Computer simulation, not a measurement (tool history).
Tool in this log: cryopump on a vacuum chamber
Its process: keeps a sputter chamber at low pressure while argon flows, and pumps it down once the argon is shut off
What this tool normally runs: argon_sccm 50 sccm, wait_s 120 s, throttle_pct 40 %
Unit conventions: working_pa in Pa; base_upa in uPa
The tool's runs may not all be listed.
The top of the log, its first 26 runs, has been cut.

run 27 day=39.508 | argon_sccm=34 wait_s=130 throttle_pct=16 | working_pa=0.1775 base_upa=1.55
run 28 day=40.908 | argon_sccm=50 wait_s=120 throttle_pct=31 | working_pa=0.1369 base_upa=1.6
run 29 day=42.125 | argon_sccm=80 wait_s=120 throttle_pct=31 | working_pa=0.2176 base_upa=1.68
run 30 day=43.792 | argon_sccm=80 wait_s=120 throttle_pct=31 | working_pa=0.2216 base_upa=1.63
run 31 day=45.062 | argon_sccm=61 wait_s=120 throttle_pct=18 | working_pa=0.2837 base_upa=1.64
run 32 day=46.542 | argon_sccm=61 wait_s=120 throttle_pct=18 | working_pa=0.2857 base_upa=1.67
run 33 day=47.771 | argon_sccm=34 wait_s=40 throttle_pct=25 | working_pa=0.115 base_upa=2.73
run 34 day=48.633 | argon_sccm=74 wait_s=37 throttle_pct=31 | working_pa=0.2056 base_upa=2.81

Forecast each of these 4 alternatives for the next run:
run A day=49.721 | argon_sccm=48 wait_s=197 throttle_pct=26 | working_pa=? base_upa=?
run B day=49.721 | argon_sccm=74 wait_s=56 throttle_pct=31 | working_pa=? base_upa=?
run C day=49.721 | argon_sccm=31 wait_s=37 throttle_pct=18 | working_pa=? base_upa=?
run D day=49.721 | argon_sccm=40 wait_s=37 throttle_pct=31 | working_pa=? base_upa=?

run=A working_pa=0.1573 base_upa=1.49
run=B working_pa=0.2033 base_upa=2.29
run=C working_pa=0.1449 base_upa=2.81
run=D working_pa=0.1102 base_upa=2.77
With the hidden condition removed and each run's random variation left untouched, the same runs would have given:
run=A working_pa=0.152 base_upa=0.45
run=B working_pa=0.1951 base_upa=1.25
run=C working_pa=0.1414 base_upa=1.77
run=D working_pa=0.1057 base_upa=1.74
